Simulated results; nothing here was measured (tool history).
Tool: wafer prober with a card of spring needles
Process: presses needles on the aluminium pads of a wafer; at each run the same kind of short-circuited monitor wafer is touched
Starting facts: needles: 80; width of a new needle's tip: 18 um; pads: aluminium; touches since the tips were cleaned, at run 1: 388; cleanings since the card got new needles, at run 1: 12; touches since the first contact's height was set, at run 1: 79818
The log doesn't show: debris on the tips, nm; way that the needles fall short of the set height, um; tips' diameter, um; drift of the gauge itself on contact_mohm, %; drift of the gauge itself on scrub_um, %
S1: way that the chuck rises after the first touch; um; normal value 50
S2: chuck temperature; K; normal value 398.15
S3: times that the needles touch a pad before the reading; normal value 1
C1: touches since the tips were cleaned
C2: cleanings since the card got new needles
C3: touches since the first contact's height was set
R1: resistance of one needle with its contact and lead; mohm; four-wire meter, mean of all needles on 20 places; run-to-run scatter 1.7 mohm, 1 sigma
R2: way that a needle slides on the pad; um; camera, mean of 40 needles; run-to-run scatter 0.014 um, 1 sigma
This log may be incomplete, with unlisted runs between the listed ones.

{"run": 1, "day": 0.0, "S1": 50, "S2": 398.15, "S3": 1, "C1": 388, "C2": 12, "C3": 79818, "R1": 172, "R2": 11.92}
{"run": 2, "day": 0.329, "S1": 50, "S2": 398.15, "S3": 1, "C1": 2676, "C2": 12, "C3": 82106, "R1": 191, "R2": 11.92}
{"run": 3, "day": 0.583, "S1": 50, "S2": 398.15, "S3": 1, "C1": 4468, "C2": 12, "C3": 83898, "R1": 201, "R2": 11.91}
{"day": 0.75, "done": "tips cleaned on abrasive film"}
{"run": 4, "day": 0.888, "S1": 50, "S2": 398.15, "S3": 1, "C1": 944, "C2": 13, "C3": 85974, "R1": 180, "R2": 11.91}
{"run": 5, "day": 1.108, "S1": 50, "S2": 398.15, "S3": 1, "C1": 2486, "C2": 13, "C3": 87516, "R1": 193, "R2": 11.91}
{"run": 6, "day": 1.479, "S1": 48, "S2": 398.15, "S3": 1, "C1": 5087, "C2": 13, "C3": 90117, "R1": 208, "R2": 11.44}
{"day": 1.575, "done": "tips cleaned on abrasive film"}
{"run": 7, "day": 1.829, "S1": 48, "S2": 398.15, "S3": 1, "C1": 1784, "C2": 14, "C3": 92528, "R1": 192, "R2": 11.45}
{"run": 8, "day": 2.112, "S1": 48, "S2": 398.15, "S3": 1, "C1": 3766, "C2": 14, "C3": 94510, "R1": 204, "R2": 11.41}
{"day": 2.404, "done": "tips cleaned on abrasive film"}
{"run": 9, "day": 2.442, "S1": 65, "S2": 398.15, "S3": 1, "C1": 242, "C2": 15, "C3": 96771, "R1": 166, "R2": 15.49}
{"run": 10, "day": 2.8, "S1": 65, "S2": 398.15, "S3": 1, "C1": 2763, "C2": 15, "C3": 99292, "R1": 181, "R2": 15.49}
{"run": 11, "day": 3.092, "S1": 65, "S2": 398.15, "S3": 1, "C1": 4779, "C2": 15, "C3": 101308, "R1": 186, "R2": 15.5}
{"day": 3.238, "done": "tips cleaned on abrasive film"}
{"run": 12, "day": 3.446, "S1": 51, "S2": 398.15, "S3": 1, "C1": 1444, "C2": 16, "C3": 103751, "R1": 182, "R2": 12.13}
{"run": 13, "day": 3.65, "S1": 50, "S2": 372.15, "S3": 1, "C1": 2883, "C2": 16, "C3": 105190, "R1": 190, "R2": 11.87}
{"run": 14, "day": 3.9, "S1": 50, "S2": 398.15, "S3": 1, "C1": 4612, "C2": 16, "C3": 106919, "R1": 204, "R2": 11.88}
{"day": 4.05, "done": "tips cleaned on abrasive film"}
{"run": 15, "day": 4.158, "S1": 50, "S2": 398.15, "S3": 1, "C1": 758, "C2": 17, "C3": 108709, "R1": 176, "R2": 11.87}
{"run": 16, "day": 4.438, "S1": 50, "S2": 398.15, "S3": 1, "C1": 2717, "C2": 17, "C3": 110668, "R1": 195, "R2": 11.89}
{"run": 17, "day": 4.762, "S1": 50, "S2": 398.15, "S3": 1, "C1": 4977, "C2": 17, "C3": 112928, "R1": 201, "R2": 11.89}
{"day": 4.875, "done": "tips cleaned on abrasive film"}
{"run": 18, "day": 4.95, "S1": 31, "S2": 311.15, "S3": 1, "C1": 529, "C2": 18, "C3": 114207, "R1": 183, "R2": 7.29}
{"run": 19, "day": 5.325, "S1": 31, "S2": 311.15, "S3": 1, "C1": 3152, "C2": 18, "C3": 116830, "R1": 238, "R2": 7.29}
{"run": 20, "day": 5.633, "S1": 31, "S2": 311.15, "S3": 1, "C1": 5292, "C2": 18, "C3": 118970, "R1": 261, "R2": 7.29}
{"day": 5.704, "done": "tips cleaned on abrasive film"}
{"run": 21, "day": 5.929, "S1": 31, "S2": 311.15, "S3": 1, "C1": 1578, "C2": 19, "C3": 121004, "R1": 214, "R2": 7.26}
{"run": 22, "day": 6.121, "S1": 31, "S2": 367.15, "S3": 1, "C1": 2915, "C2": 19, "C3": 122341, "R1": 242, "R2": 7.27}
{"run": 23, "day": 6.308, "S1": 31, "S2": 367.15, "S3": 1, "C1": 4237, "C2": 19, "C3": 123663, "R1": 252, "R2": 7.29}
{"day": 6.525, "done": "tips cleaned on abrasive film"}
{"run": 24, "day": 6.546, "S1": 31, "S2": 367.15, "S3": 1, "C1": 161, "C2": 20, "C3": 125292, "R1": 185, "R2": 7.27}
{"run": 25, "day": 6.804, "S1": 50, "S2": 398.15, "S3": 2, "C1": 1961, "C2": 20, "C3": 127092, "R1": 178, "R2": 11.86}
{"run": 26, "day": 7.1, "S1": 52, "S2": 318.15, "S3": 1, "C1": 4026, "C2": 20, "C3": 129157, "R1": 189, "R2": 12.3}
{"day": 7.333, "done": "tips cleaned on abrasive film"}
{"run": 27, "day": 7.388, "S1": 52, "S2": 364.15, "S3": 1, "C1": 393, "C2": 21, "C3": 131139, "R1": 168, "R2": 12.31}
{"run": 28, "day": 7.612, "S1": 52, "S2": 364.15, "S3": 1, "C1": 1956, "C2": 21, "C3": 132702, "R1": 185, "R2": 12.32}
{"run": 29, "day": 7.783, "S1": 50, "S2": 344.15, "S3": 1, "C1": 3155, "C2": 21, "C3": 133901, "R1": 191, "R2": 11.81}
{"run": 30, "day": 7.962, "S1": 52, "S2": 361.15, "S3": 1, "C1": 4415, "C2": 21, "C3": 135161, "R1": 193, "R2": 12.33}
{"run": 31, "day": 8.121, "S1": 52, "S2": 304.15, "S3": 1, "C1": 5510, "C2": 21, "C3": 136256, "R1": 191, "R2": 12.29}
{"day": 8.15, "done": "tips cleaned on abrasive film"}
{"run": 32, "day": 8.288, "S1": 52, "S2": 304.15, "S3": 1, "C1": 950, "C2": 22, "C3": 137387, "R1": 167, "R2": 12.31}
{"run": 33, "day": 8.504, "S1": 59, "S2": 323.15, "S3": 1, "C1": 2463, "C2": 22, "C3": 138900, "R1": 175, "R2": 13.99}

Each row is a separate what-if for the run after 33, all from the same tool condition, not one after another. Results?
{"run": "A", "day": 8.771, "S1": 59, "S2": 355.15, "S3": 2, "C1": 4330, "C2": 22, "C3": 140767, "R1": "?", "R2": "?"}
{"run": "B", "day": 8.771, "S1": 50, "S2": 300.15, "S3": 3, "C1": 4330, "C2": 22, "C3": 140767, "R1": "?", "R2": "?"}
{"run": "C", "day": 8.771, "S1": 50, "S2": 325.15, "S3": 2, "C1": 4330, "C2": 22, "C3": 140767, "R1": "?", "R2": "?"}
{"run": "D", "day": 8.771, "S1": 64, "S2": 398.15, "S3": 1, "C1": 4330, "C2": 22, "C3": 140767, "R1": "?", "R2": "?"}

run=A R1=173 R2=13.98
run=B R1=160 R2=11.83
run=C R1=177 R2=11.85
run=D R1=187 R2=15.15
What these runs would have given with no unlogged condition in the tool:
run=A R1=155 R2=14.2
run=B R1=145 R2=12.04
run=C R1=152 R2=12.07
run=D R1=163 R2=15.36

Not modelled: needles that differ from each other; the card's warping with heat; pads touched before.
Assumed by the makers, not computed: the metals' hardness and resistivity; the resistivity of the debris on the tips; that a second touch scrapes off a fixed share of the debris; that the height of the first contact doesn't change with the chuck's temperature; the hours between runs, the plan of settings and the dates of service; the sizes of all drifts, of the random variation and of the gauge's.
